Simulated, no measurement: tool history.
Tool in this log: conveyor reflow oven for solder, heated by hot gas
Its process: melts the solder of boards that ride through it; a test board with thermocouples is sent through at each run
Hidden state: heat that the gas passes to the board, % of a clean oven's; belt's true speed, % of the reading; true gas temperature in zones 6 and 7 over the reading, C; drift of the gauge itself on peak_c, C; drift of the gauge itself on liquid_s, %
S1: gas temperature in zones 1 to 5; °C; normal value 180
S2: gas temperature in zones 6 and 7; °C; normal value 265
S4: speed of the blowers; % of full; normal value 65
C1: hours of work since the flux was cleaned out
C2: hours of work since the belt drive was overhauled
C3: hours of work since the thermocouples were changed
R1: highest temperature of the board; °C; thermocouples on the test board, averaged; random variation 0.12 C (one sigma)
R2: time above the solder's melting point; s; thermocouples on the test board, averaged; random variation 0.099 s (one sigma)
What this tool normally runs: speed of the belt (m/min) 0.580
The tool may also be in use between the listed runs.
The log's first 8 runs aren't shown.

{"run": 9, "hour": 203.2, "S1": 180, "S2": 265, "speed of the belt (m/min)": 0.58, "S4": 65, "C1": 155, "C2": 891, "C3": 551, "R1": 247.4, "R2": 51.74}
{"run": 10, "hour": 222.3, "S1": 180, "S2": 265, "speed of the belt (m/min)": 0.58, "S4": 65, "C1": 164, "C2": 900, "C3": 560, "R1": 247.3, "R2": 51.94}
{"run": 11, "hour": 259.0, "S1": 180, "S2": 265, "speed of the belt (m/min)": 0.58, "S4": 65, "C1": 182, "C2": 919, "C3": 578, "R1": 247.3, "R2": 51.73}
{"run": 12, "hour": 276.8, "S1": 180, "S2": 265, "speed of the belt (m/min)": 0.58, "S4": 65, "C1": 191, "C2": 927, "C3": 587, "R1": 247.2, "R2": 51.8}
{"run": 13, "hour": 300.2, "S1": 180, "S2": 265, "speed of the belt (m/min)": 0.58, "S4": 65, "C1": 202, "C2": 939, "C3": 599, "R1": 247.2, "R2": 51.9}
{"run": 14, "hour": 337.0, "S1": 180, "S2": 265, "speed of the belt (m/min)": 0.58, "S4": 65, "C1": 221, "C2": 957, "C3": 617, "R1": 247.4, "R2": 51.75}
{"hour": 346.0, "done": "belt drive overhauled, speed set with a stopwatch"}
{"run": 15, "hour": 358.6, "S1": 180, "S2": 265, "speed of the belt (m/min)": 0.58, "S4": 65, "C1": 229, "C2": 6, "C3": 626, "R1": 247.0, "R2": 51.53}
{"hour": 388.2, "done": "thermocouples of zones 6 and 7 changed"}
{"run": 16, "hour": 391.7, "S1": 180, "S2": 265, "speed of the belt (m/min)": 0.58, "S4": 65, "C1": 245, "C2": 22, "C3": 2, "R1": 247.3, "R2": 51.56}
{"run": 17, "hour": 422.2, "S1": 180, "S2": 265, "speed of the belt (m/min)": 0.609, "S4": 65, "C1": 260, "C2": 37, "C3": 17, "R1": 245.8, "R2": 47.36}
{"run": 18, "hour": 457.8, "S1": 180, "S2": 265, "speed of the belt (m/min)": 0.609, "S4": 65, "C1": 277, "C2": 54, "C3": 34, "R1": 245.6, "R2": 47.44}
{"run": 19, "hour": 476.0, "S1": 180, "S2": 278, "speed of the belt (m/min)": 0.7, "S4": 60, "C1": 286, "C2": 63, "C3": 43, "R1": 249.0, "R2": 42.27}
{"run": 20, "hour": 505.6, "S1": 171, "S2": 265, "speed of the belt (m/min)": 0.556, "S4": 79, "C1": 301, "C2": 78, "C3": 58, "R1": 248.9, "R2": 52.93}
{"run": 21, "hour": 536.7, "S1": 171, "S2": 259, "speed of the belt (m/min)": 0.475, "S4": 79, "C1": 316, "C2": 93, "C3": 73, "R1": 248.2, "R2": 63.37}
{"run": 22, "hour": 576.2, "S1": 171, "S2": 259, "speed of the belt (m/min)": 0.475, "S4": 79, "C1": 336, "C2": 113, "C3": 93, "R1": 248.2, "R2": 63.27}
{"run": 23, "hour": 604.6, "S1": 171, "S2": 259, "speed of the belt (m/min)": 0.475, "S4": 79, "C1": 350, "C2": 127, "C3": 107, "R1": 248.0, "R2": 63.48}
{"run": 24, "hour": 624.9, "S1": 177, "S2": 259, "speed of the belt (m/min)": 0.63, "S4": 79, "C1": 360, "C2": 137, "C3": 117, "R1": 241.3, "R2": 41.56}
{"run": 25, "hour": 649.7, "S1": 177, "S2": 259, "speed of the belt (m/min)": 0.63, "S4": 79, "C1": 372, "C2": 149, "C3": 129, "R1": 241.5, "R2": 41.57}
{"run": 26, "hour": 672.1, "S1": 174, "S2": 259, "speed of the belt (m/min)": 0.532, "S4": 79, "C1": 383, "C2": 160, "C3": 140, "R1": 245.5, "R2": 54.47}
{"run": 27, "hour": 710.6, "S1": 177, "S2": 265, "speed of the belt (m/min)": 0.535, "S4": 50, "C1": 402, "C2": 179, "C3": 159, "R1": 246.1, "R2": 53.55}
{"hour": 743.1, "done": "flux residue cleaned out of gas plates and filters"}
{"run": 28, "hour": 747.9, "S1": 177, "S2": 267, "speed of the belt (m/min)": 0.488, "S4": 60, "C1": 2, "C2": 195, "C3": 175, "R1": 252.6, "R2": 66.33}
{"run": 29, "hour": 775.1, "S1": 177, "S2": 267, "speed of the belt (m/min)": 0.488, "S4": 60, "C1": 16, "C2": 209, "C3": 189, "R1": 252.5, "R2": 66.53}
{"run": 30, "hour": 792.8, "S1": 173, "S2": 260, "speed of the belt (m/min)": 0.538, "S4": 72, "C1": 25, "C2": 217, "C3": 198, "R1": 245.2, "R2": 52.52}

Here are 3 independent what-if runs from the current tool condition. What would each one return?
{"run": "A", "hour": 814.1, "S1": 188, "S2": 265, "speed of the belt (m/min)": 0.461, "S4": 87, "C1": 35, "C2": 228, "C3": 208, "R1": "?", "R2": "?"}
{"run": "B", "hour": 814.1, "S1": 180, "S2": 266, "speed of the belt (m/min)": 0.55, "S4": 65, "C1": 35, "C2": 228, "C3": 208, "R1": "?", "R2": "?"}
{"run": "C", "hour": 814.1, "S1": 191, "S2": 264, "speed of the belt (m/min)": 0.663, "S4": 72, "C1": 35, "C2": 228, "C3": 208, "R1": "?", "R2": "?"}

run=A R1=256.9 R2=79.90
run=B R1=249.8 R2=56.95
run=C R1=245.9 R2=47.56
Stripped of hidden state, with their random variation kept, the same runs would have yielded:
run=A R1=257.0 R2=79.90
run=B R1=249.8 R2=56.96
run=C R1=245.9 R2=47.58

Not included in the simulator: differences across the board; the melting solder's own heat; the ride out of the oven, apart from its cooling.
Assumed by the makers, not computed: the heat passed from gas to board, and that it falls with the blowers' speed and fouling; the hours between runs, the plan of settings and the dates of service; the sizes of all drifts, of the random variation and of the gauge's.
